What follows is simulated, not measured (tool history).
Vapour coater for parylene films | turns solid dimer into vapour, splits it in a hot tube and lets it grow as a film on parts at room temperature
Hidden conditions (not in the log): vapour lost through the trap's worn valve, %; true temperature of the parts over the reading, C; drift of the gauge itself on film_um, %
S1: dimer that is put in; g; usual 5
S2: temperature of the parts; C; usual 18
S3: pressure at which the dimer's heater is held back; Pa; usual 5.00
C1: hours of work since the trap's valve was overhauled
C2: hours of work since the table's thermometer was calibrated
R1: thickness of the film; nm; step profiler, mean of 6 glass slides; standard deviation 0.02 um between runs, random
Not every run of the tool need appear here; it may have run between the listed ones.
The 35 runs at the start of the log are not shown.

{"run": 36, "hour": 2044.4, "S1": 2, "S2": 27, "S3": 5.56, "C1": 601, "C2": 1766, "R1": 670}
{"hour": 2097.3, "done": "trap's valve overhauled"}
{"run": 37, "hour": 2099.2, "S1": 2, "S2": 27, "S3": 5.56, "C1": 2, "C2": 1810, "R1": 640}
{"run": 38, "hour": 2157.4, "S1": 4, "S2": 11, "S3": 5.56, "C1": 52, "C2": 1860, "R1": 2560}
{"run": 39, "hour": 2226.4, "S1": 3, "S2": 11, "S3": 6.2, "C1": 111, "C2": 1919, "R1": 1880}
{"run": 40, "hour": 2306.2, "S1": 3, "S2": 11, "S3": 6.2, "C1": 180, "C2": 1988, "R1": 1870}
{"run": 41, "hour": 2390.3, "S1": 3, "S2": 11, "S3": 6.2, "C1": 253, "C2": 2061, "R1": 1880}
{"run": 42, "hour": 2437.1, "S1": 7, "S2": 16, "S3": 5.0, "C1": 293, "C2": 2101, "R1": 3620}
{"hour": 2467.1, "done": "table's thermometer calibrated"}
{"run": 43, "hour": 2513.9, "S1": 7, "S2": 29, "S3": 4.72, "C1": 359, "C2": 40, "R1": 2060}
{"run": 44, "hour": 2584.7, "S1": 2, "S2": 29, "S3": 7.67, "C1": 420, "C2": 102, "R1": 550}
{"run": 45, "hour": 2662.3, "S1": 2, "S2": 29, "S3": 7.67, "C1": 487, "C2": 169, "R1": 550}
{"run": 46, "hour": 2729.4, "S1": 2, "S2": 29, "S3": 7.67, "C1": 545, "C2": 226, "R1": 540}

Predict each of these 4 candidate next runs independently; none follows another, all start after run 46:
{"run": "A", "hour": 2785.4, "S1": 8, "S2": 13, "S3": 3.46, "C1": 593, "C2": 275, "R1": "?"}
{"run": "B", "hour": 2785.4, "S1": 2, "S2": 21, "S3": 7.67, "C1": 593, "C2": 275, "R1": "?"}
{"run": "C", "hour": 2785.4, "S1": 5, "S2": 18, "S3": 3.56, "C1": 593, "C2": 275, "R1": "?"}
{"run": "D", "hour": 2785.4, "S1": 5, "S2": 22, "S3": 11.44, "C1": 593, "C2": 275, "R1": "?"}

run=A R1=4940
run=B R1=810
run=C R1=2470
run=D R1=1800
Without the tool's hidden state the same runs would have given:
run=A R1=4950
run=B R1=810
run=C R1=2480
run=D R1=1810

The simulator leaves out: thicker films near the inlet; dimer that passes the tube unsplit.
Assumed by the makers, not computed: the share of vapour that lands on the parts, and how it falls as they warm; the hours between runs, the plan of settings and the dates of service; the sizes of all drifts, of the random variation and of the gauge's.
